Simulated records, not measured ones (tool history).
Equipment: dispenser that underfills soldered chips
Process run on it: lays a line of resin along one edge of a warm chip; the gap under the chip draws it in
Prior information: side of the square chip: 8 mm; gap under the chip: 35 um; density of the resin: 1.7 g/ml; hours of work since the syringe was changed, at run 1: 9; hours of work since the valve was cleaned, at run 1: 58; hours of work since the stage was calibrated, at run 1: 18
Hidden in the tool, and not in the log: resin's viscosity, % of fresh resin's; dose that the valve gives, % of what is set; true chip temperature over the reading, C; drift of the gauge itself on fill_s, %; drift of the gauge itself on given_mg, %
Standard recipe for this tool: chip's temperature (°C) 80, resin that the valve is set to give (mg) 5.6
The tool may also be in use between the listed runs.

run	hour	chip's temperature (°C)	resin that the valve is set to give (mg)	hours of work since the syringe was changed	hours of work since the valve was cleaned	hours of work since the stage was calibrated	time until the resin shows at the far edge (s)	resin that the valve gave (mg)
1	0	80	5.6	9	58	18	167.5	5.47
# hour 0.9: new syringe of resin
2	5.4	80	5.6	3	61	22	118.1	5.42
3	8.6	80	5.6	6	64	24	135.9	5.42
# hour 13.4: new syringe of resin
4	13.4	80	5.07	0	67	27	93.8	4.89
5	17.8	80	5.07	3	70	30	118.2	4.91
# hour 20.9: dispensing valve cleaned and set on the balance
6	24.9	83	5.6	8	3	35	142.4	5.6
# hour 26.9: new syringe of resin
7	30.5	83	5.6	3	7	39	101.5	5.6
8	36.2	83	5.6	7	11	43	135.2	5.58
# hour 39.3: new syringe of resin
9	42.7	83	5.6	2	15	47	100.4	5.57
10	48.5	83	5.6	7	20	51	131.7	5.56
# hour 51.7: new syringe of resin
11	53.3	67	5.52	1	23	55	152.7	5.42
12	59	82	6.46	5	27	59	121.9	6.38
# hour 64.3: new syringe of resin
13	65.3	80	5.2	1	31	63	96.9	5.09
14	68.4	89	5.84	3	34	65	83.2	5.76
15	72	86	6.88	6	36	68	107.1	6.73
# hour 76.6: new syringe of resin
16	76.6	69	7	0	39	71	126.1	6.83
17	84	69	6.28	5	45	76	182.9	6.16

What if the next run were any one of these 4? Each begins from the tool's condition after run 17:
# hour 89.1: new syringe of resin
A	91.5	88	5.43	2	50	82	?	?
# hour 89.1: new syringe of resin
B	91.5	72	6.28	2	50	82	?	?
# hour 89.1: new syringe of resin
C	91.5	69	5.31	2	50	82	?	?
# hour 89.1: new syringe of resin
D	91.5	90	6.07	2	50	82	?	?

run	time until the resin shows at the far edge (s)	resin that the valve gave (mg)
A	80.1	5.31
B	129.2	6.15
C	149.7	5.16
D	76	5.91
With the hidden condition removed and each run's random variation left untouched, the same runs would have given:
run	time until the resin shows at the far edge (s)	resin that the valve gave (mg)
A	71.8	5.45
B	116.5	6.31
C	134.6	5.3
D	68.4	6.07

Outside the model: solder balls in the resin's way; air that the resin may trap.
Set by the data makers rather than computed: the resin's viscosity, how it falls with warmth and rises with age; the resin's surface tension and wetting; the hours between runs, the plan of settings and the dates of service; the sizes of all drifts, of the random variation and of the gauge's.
